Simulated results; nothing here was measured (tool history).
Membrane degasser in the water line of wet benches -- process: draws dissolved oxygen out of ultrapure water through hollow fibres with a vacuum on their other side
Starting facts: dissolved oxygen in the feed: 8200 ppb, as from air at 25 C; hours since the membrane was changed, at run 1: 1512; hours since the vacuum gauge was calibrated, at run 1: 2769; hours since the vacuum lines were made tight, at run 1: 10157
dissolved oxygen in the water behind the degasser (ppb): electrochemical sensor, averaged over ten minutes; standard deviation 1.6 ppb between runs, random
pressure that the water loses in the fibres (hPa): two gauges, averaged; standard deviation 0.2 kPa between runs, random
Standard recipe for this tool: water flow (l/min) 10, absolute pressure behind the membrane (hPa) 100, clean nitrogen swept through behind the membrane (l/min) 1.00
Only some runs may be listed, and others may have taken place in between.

run,hour,water flow (l/min),absolute pressure behind the membrane (hPa),clean nitrogen swept through behind the membrane (l/min),hours since the membrane was changed,hours since the vacuum gauge was calibrated,hours since the vacuum lines were made tight,dissolved oxygen in the water behind the degasser (ppb),pressure that the water loses in the fibres (hPa)
1,0.0,10,100,1.00,1512,2769,10157,163.7,465.4
2,209.5,12,100,1.00,1721,2978,10366,194.6,554.9
3,352.3,13,100,1.00,1864,3121,10509,213.9,602.3
4,574.9,13,100,1.00,2087,3343,10732,212.0,600.8
5,838.2,9,100,1.00,2350,3607,10995,147.9,412.0
6,1070.8,10,100,1.00,2583,3839,11228,164.7,465.7
7,1278.2,10,100,1.00,2790,4047,11435,160.1,460.3
8,1554.9,10,100,1.00,3067,4323,11712,163.3,465.4
9,1709.9,10,100,1.00,3222,4479,11867,161.8,464.9
10,2001.4,10,100,1.75,3513,4770,12158,96.0,463.3
11,2292.8,10,100,1.75,3805,5061,12450,97.9,466.1
12,2616.6,10,100,1.75,4128,5385,12773,96.9,462.1
13,2755.3,10,133,2.75,4267,5524,12912,92.1,468.3
# hour 3001.1: seals of the vacuum lines changed
14,3062.3,15,135,0.76,4572,5829,61,451.2,694.7
15,3243.5,15,135,0.76,4753,6010,242,459.1,696.0
16,3381.0,12,201,0.53,4891,6148,380,789.0,552.1
17,3709.2,12,201,0.53,5219,6476,708,787.2,550.5
18,3983.4,12,201,0.53,5493,6750,982,779.8,555.7
# hour 4010.8: vacuum gauge calibrated
19,4136.7,12,201,0.53,5646,126,1135,767.7,554.5
20,4313.7,8,226,1.15,5823,303,1312,312.2,372.5
21,4525.9,10,213,0.71,6035,515,1524,558.2,460.7
22,4707.3,10,213,0.71,6217,696,1706,562.0,462.7
23,4909.5,9,133,0.71,6419,899,1908,292.3,417.6
24,5085.5,10,188,1.00,6595,1075,2084,360.3,462.3

Across each entry between runs, compare the hidden state at the last listed run before it with the hidden state at the first listed run after it:
From run 13 to run 14: seals of the vacuum lines changed (hour 3001.1)
  air that leaks in behind the membrane, l/min: 0.0024 -> 0.002
From run 18 to run 19: vacuum gauge calibrated (hour 4010.8)
  no hidden state differs between the two runs
